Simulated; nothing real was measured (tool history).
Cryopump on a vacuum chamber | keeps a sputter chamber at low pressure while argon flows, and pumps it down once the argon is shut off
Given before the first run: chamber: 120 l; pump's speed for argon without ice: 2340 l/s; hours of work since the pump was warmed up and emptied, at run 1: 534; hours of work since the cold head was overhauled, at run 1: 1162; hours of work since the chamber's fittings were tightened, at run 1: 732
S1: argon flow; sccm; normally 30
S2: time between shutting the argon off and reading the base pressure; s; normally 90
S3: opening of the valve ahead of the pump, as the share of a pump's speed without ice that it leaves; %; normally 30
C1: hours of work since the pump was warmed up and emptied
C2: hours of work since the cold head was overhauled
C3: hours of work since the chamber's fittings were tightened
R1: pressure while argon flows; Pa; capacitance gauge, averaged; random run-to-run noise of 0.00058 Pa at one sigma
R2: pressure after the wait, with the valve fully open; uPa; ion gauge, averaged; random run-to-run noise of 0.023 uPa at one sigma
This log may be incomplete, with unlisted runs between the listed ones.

run,hour,S1,S2,S3,C1,C2,C3,R1,R2
1,0.0,30,90,30,534,1162,732,0.0754,1.18
# hour 42.2: pump warmed up, emptied and cooled again
2,63.8,30,90,30,15,1203,773,0.0729,1.19
3,111.5,30,90,30,48,1237,807,0.0732,1.17
4,178.9,30,90,30,96,1284,854,0.0726,1.24
5,213.9,30,90,30,120,1308,878,0.0738,1.19
6,276.9,30,24,30,164,1352,922,0.0734,3.14
7,322.7,47,90,30,196,1384,954,0.1156,1.32
8,363.9,47,90,30,225,1413,983,0.1164,1.31
9,418.0,47,169,30,263,1451,1021,0.1159,1.04
10,480.8,47,169,30,307,1495,1065,0.1177,1.01
11,557.5,44,90,30,360,1549,1118,0.1094,1.40
12,606.6,30,90,30,395,1583,1153,0.0749,1.42
13,660.8,30,90,30,432,1621,1191,0.0739,1.46
14,741.3,30,90,30,489,1677,1247,0.0755,1.52
15,793.7,30,73,30,525,1714,1284,0.0751,1.62
# hour 844.2: pump warmed up, emptied and cooled again
16,844.2,30,73,30,0,1745,1315,0.0732,1.60
17,902.9,13,73,30,41,1787,1356,0.0318,1.59
18,963.5,26,34,23,83,1829,1399,0.0815,2.53
19,1040.2,30,68,45,137,1882,1452,0.0488,1.79
20,1088.3,30,220,45,171,1916,1486,0.0476,1.21
21,1129.9,21,258,33,200,1945,1515,0.0467,1.14
22,1179.2,13,276,30,234,1980,1550,0.0317,1.13
23,1258.9,13,276,30,290,2035,1605,0.0318,1.20
24,1339.3,13,276,30,346,2092,1662,0.0325,1.26
25,1418.9,13,276,30,402,2147,1717,0.0326,1.28
26,1486.0,30,92,16,449,2194,1764,0.1384,1.77
27,1525.2,30,92,16,476,2222,1791,0.1392,1.78
28,1562.3,37,138,36,502,2247,1817,0.0791,1.60
29,1625.7,41,40,21,546,2292,1862,0.1455,2.67
# hour 1646.4: pump warmed up, emptied and cooled again
30,1675.0,56,90,17,20,2323,1893,0.2408,1.76
31,1758.3,56,235,17,78,2381,1951,0.2412,1.34
32,1832.0,35,69,30,130,2432,2002,0.0852,2.04
33,1894.2,51,90,47,173,2476,2046,0.0808,1.93
34,1927.7,51,90,16,197,2499,2069,0.2323,1.94

Entry by entry between the runs, the difference in hidden state between the last listed run before and the first listed run after:
Between runs 1 and 2: pump warmed up, emptied and cooled again (hour 42.2)
  pump's speed, % of a pump's without ice: 88 -> 99.2; cold plate's temperature, K: 12.49 -> 12.51; leak into the chamber, uPa l/s: 1122 -> 1166
  measured value less the no-hidden-state value, R1: +0.0033 -> +0.0004 Pa; R2: +0.42 -> +0.39 uPa
Between runs 15 and 16: pump warmed up, emptied and cooled again (hour 844.2)
  pump's speed, % of a pump's without ice: 87.7 -> 99.6; cold plate's temperature, K: 12.7 -> 12.72; leak into the chamber, uPa l/s: 1744 -> 1781
  measured value less the no-hidden-state value, R1: +0.0034 -> +0.0004 Pa; R2: +0.72 -> +0.65 uPa
Between runs 29 and 30: pump warmed up, emptied and cooled again (hour 1646.4)
  pump's speed, % of a pump's without ice: 87.2 -> 99.1; cold plate's temperature, K: 12.93 -> 12.94; leak into the chamber, uPa l/s: 2399 -> 2438
  measured value less the no-hidden-state value, R1: +0.0050 -> +0.0011 Pa; R2: +1.07 -> +0.95 uPa
